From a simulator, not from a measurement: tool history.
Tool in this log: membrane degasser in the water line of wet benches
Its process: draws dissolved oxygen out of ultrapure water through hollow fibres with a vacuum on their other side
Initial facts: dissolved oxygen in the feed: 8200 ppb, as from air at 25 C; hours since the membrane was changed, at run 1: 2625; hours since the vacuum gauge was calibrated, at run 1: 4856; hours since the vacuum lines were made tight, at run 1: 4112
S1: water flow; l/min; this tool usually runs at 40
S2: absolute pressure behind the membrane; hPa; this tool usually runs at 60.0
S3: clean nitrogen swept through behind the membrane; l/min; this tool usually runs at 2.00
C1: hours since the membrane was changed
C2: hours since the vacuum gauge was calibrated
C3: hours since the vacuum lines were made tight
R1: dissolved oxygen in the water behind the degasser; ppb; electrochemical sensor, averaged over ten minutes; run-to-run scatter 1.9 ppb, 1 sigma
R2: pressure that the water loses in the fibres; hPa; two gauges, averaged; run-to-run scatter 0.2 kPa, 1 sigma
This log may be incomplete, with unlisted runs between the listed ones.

run	day	S1	S2	S3	C1	C2	C3	R1	R2
1	0.000	40	60.0	2.00	2625	4856	4112	203.5	439.2
2	5.104	40	60.0	2.00	2747	4979	4235	200.4	435.4
3	8.254	40	60.0	2.00	2823	5054	4310	199.0	440.2
4	13.317	40	60.0	2.00	2944	5176	4432	205.4	442.1
# day 13.846: seals of the vacuum lines changed
5	18.383	30	60.0	2.00	3064	5295	109	124.2	331.7
6	22.700	40	60.0	2.00	3167	5399	212	201.4	439.7
7	26.800	40	60.0	2.00	3266	5497	311	206.5	438.8
8	32.625	40	60.0	2.00	3406	5637	451	207.0	441.4
9	38.171	40	60.0	2.00	3539	5770	584	205.2	445.6
10	44.083	40	60.0	2.00	3681	5912	726	206.5	441.4
11	47.979	40	60.0	2.00	3774	6006	819	206.9	444.4
12	54.096	40	138.4	2.00	3921	6152	966	534.3	442.5
13	57.408	48	60.0	2.00	4000	6232	1046	289.0	532.4
14	60.975	40	60.0	2.00	4086	6318	1131	210.8	447.6
15	68.242	40	60.0	3.24	4261	6492	1306	164.9	448.3
16	73.250	40	60.0	3.24	4381	6612	1426	164.5	447.7
17	77.242	40	60.0	2.00	4477	6708	1522	213.5	446.3
18	82.354	40	60.0	2.00	4599	6831	1644	212.5	446.5
19	85.454	50	39.8	2.00	4674	6905	1719	214.0	561.3
20	92.304	50	39.8	2.00	4838	7069	1883	213.8	562.8
21	96.179	28	114.6	1.33	4931	7163	1976	403.4	316.6
22	102.146	28	114.6	1.33	5074	7306	2119	401.8	311.6
23	108.475	28	114.6	1.33	5226	7458	2271	406.0	316.3
24	113.079	28	114.6	1.33	5337	7568	2382	406.6	320.9
25	117.717	40	36.3	4.60	5448	7679	2493	97.8	454.3
26	122.312	25	60.0	2.00	5558	7790	2603	103.0	284.0
27	126.292	37	43.9	2.59	5654	7885	2699	111.5	419.6
28	129.521	32	78.0	2.00	5731	7963	2776	216.1	363.2
29	135.658	32	78.0	2.00	5878	8110	2923	213.2	361.3
# day 137.425: vacuum gauge calibrated
30	141.112	32	78.0	2.00	6009	88	3054	205.3	361.5
31	147.288	49	87.4	2.00	6157	237	3202	430.5	561.4
32	150.983	57	87.4	2.00	6246	325	3291	554.8	650.9
33	158.367	42	46.4	1.53	6423	503	3468	183.6	482.9

Hidden state at the last listed run before each entry between runs and at the first one after, where it differs:
After run 4, before run 5: seals of the vacuum lines changed (day 13.846)
  membrane still open, %: 96.6 -> 96.5; air that leaks in behind the membrane, l/min: 0.0227 -> 0.0032
  measured result minus the result with no hidden state, R1: +21.0 -> +11.6 ppb; R2: +14.9 -> +11.6 hPa
After run 29, before run 30: vacuum gauge calibrated (day 137.425)
  membrane still open, %: 93.3 -> 93.2; true pressure behind the membrane over the reading, kPa: 0.3 -> -0.04; air that leaks in behind the membrane, l/min: 0.016 -> 0.0166
  measured result minus the result with no hidden state, R1: +23.5 -> +12.4 ppb; R2: +24.3 -> +24.8 hPa

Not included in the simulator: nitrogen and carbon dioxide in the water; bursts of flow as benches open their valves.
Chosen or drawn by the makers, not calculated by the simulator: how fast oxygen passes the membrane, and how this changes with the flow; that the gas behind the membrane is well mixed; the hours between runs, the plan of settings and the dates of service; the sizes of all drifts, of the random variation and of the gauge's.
